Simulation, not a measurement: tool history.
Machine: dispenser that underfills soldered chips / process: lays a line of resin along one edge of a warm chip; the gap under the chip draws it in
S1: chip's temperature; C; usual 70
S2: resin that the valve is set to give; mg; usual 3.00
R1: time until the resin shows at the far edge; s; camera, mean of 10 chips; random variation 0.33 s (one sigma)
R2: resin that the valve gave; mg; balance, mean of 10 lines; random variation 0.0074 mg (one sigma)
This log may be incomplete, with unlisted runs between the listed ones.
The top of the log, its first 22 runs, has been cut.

run	hour	S1	S2	R1	R2
# hour 157.9: new syringe of resin
23	158.8	83	2.74	8.6	2.714
24	163.1	56	2.52	29.8	2.496
# hour 169.6: new syringe of resin
25	170.3	62	2.61	17.6	2.591
26	176.1	70	3.58	17.9	3.523
# hour 181.5: new syringe of resin
27	181.5	77	3.59	9.4	3.529
28	188.2	70	3.29	19.2	3.224
# hour 193.8: new syringe of resin
29	196.9	70	3.29	15.5	3.206
# hour 205.7: new syringe of resin
30	206.3	70	3.29	12.7	3.198
31	211.4	78	2.65	14.3	2.578
# hour 216.9: dispensing valve cleaned and set on the balance
# hour 218.7: new syringe of resin
32	220.6	78	2.65	11.9	2.636
33	224.8	78	2.65	14.9	2.630
34	229.9	78	2.65	19.7	2.632
# hour 231.0: new syringe of resin
35	239.1	63	2.65	25.9	2.622

Here are 4 independent what-if runs from the current tool condition. What would each one return?
# hour 243.0: new syringe of resin
A	244.1	72	2.74	?	?
# hour 243.0: new syringe of resin
B	244.1	83	3.02	?	?
# hour 243.0: new syringe of resin
C	244.1	83	2.70	?	?
# hour 243.0: new syringe of resin
D	244.1	74	3.73	?	?

run	R1	R2
A	12.8	2.717
B	8.4	2.974
C	9.2	2.673
D	11.1	3.691
With the hidden condition removed and each run's random variation left untouched, the same runs would have given:
run	R1	R2
A	13.0	2.751
B	8.5	3.013
C	9.3	2.708
D	11.3	3.739
